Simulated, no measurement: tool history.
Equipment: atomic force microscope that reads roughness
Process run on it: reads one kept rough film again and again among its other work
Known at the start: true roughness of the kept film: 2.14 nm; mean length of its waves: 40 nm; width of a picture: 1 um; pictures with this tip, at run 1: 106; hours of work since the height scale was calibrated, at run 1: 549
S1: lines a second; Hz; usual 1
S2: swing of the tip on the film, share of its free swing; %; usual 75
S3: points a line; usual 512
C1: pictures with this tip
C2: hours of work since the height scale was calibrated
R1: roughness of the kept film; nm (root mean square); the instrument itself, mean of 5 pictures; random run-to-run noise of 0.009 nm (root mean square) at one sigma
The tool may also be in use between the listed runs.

Run 1, hour 0: usual settings; C1 106; C2 549. Result: R1 1.931 nm (root mean square).
At hour 13.6: new tip fitted.
Run 2, hour 32.9: usual settings; C1 36; C2 571. Result: R1 1.977 nm (root mean square).
Run 3, hour 67: usual settings; C1 100; C2 594. Result: R1 1.923 nm (root mean square).
At hour 80.7: new tip fitted.
Run 4, hour 102.9: usual settings; C1 42; C2 618. Result: R1 1.959 nm (root mean square).
At hour 108: height scale calibrated on a step standard.
Run 5, hour 141.7: usual settings but S1 3.73 Hz; C1 113; C2 23. Result: R1 1.761 nm (root mean square).
At hour 151.1: new tip fitted.
Run 6, hour 173.3: usual settings but S2 56 %; C1 42; C2 44. Result: R1 2.015 nm (root mean square).
Run 7, hour 200.1: usual settings but S3 327; C1 92; C2 62. Result: R1 1.915 nm (root mean square).
At hour 217.9: new tip fitted.
Run 8, hour 254.5: usual settings but S2 65 %, S3 484; C1 68; C2 98. Result: R1 1.949 nm (root mean square).
At hour 284.9: height scale calibrated on a step standard, once more.
At hour 288.9: new tip fitted.
Run 9, hour 310.7: usual settings but S2 60 %; C1 41; C2 17. Result: R1 2.007 nm (root mean square).
At hour 356.3: new tip fitted.
Run 10, hour 358.1: usual settings but S1 0.6 Hz, S3 483; C1 3; C2 49. Result: R1 2.036 nm (root mean square).
Run 11, hour 412.5: usual settings but S1 0.86 Hz, S2 60 %, S3 399; C1 105; C2 85. Result: R1 1.971 nm (root mean square).
At hour 427: new tip fitted.
Run 12, hour 436.6: usual settings but S1 1.14 Hz, S2 67 %, S3 491; C1 18; C2 101. Result: R1 2.007 nm (root mean square).
Run 13, hour 486: usual settings but S1 0.78 Hz, S2 62 %, S3 337; C1 110; C2 134. Result: R1 1.943 nm (root mean square).
At hour 495.3: new tip fitted.
Run 14, hour 509.9: usual settings but S1 0.88 Hz, S2 58 %, S3 963; C1 27; C2 150. Result: R1 2.033 nm (root mean square).

Below are 3 alternative next runs, each starting from the tool's condition after run 14. Predict each:
Run A, hour 555.9: usual settings but S1 2.98 Hz, S2 87 %, S3 465; C1 113; C2 181. Result: R1 ?.
Run B, hour 555.9: usual settings but S1 2.37 Hz, S2 72 %, S3 666; C1 113; C2 181. Result: R1 ?.
Run C, hour 555.9: usual settings but S2 89 %, S3 349; C1 113; C2 181. Result: R1 ?.

run     R1
  A  1.703
  B   1.86
  C  1.873
Without the tool's unlogged condition, the same runs would have read:
run     R1
  A  1.792
  B  1.957
  C   1.97

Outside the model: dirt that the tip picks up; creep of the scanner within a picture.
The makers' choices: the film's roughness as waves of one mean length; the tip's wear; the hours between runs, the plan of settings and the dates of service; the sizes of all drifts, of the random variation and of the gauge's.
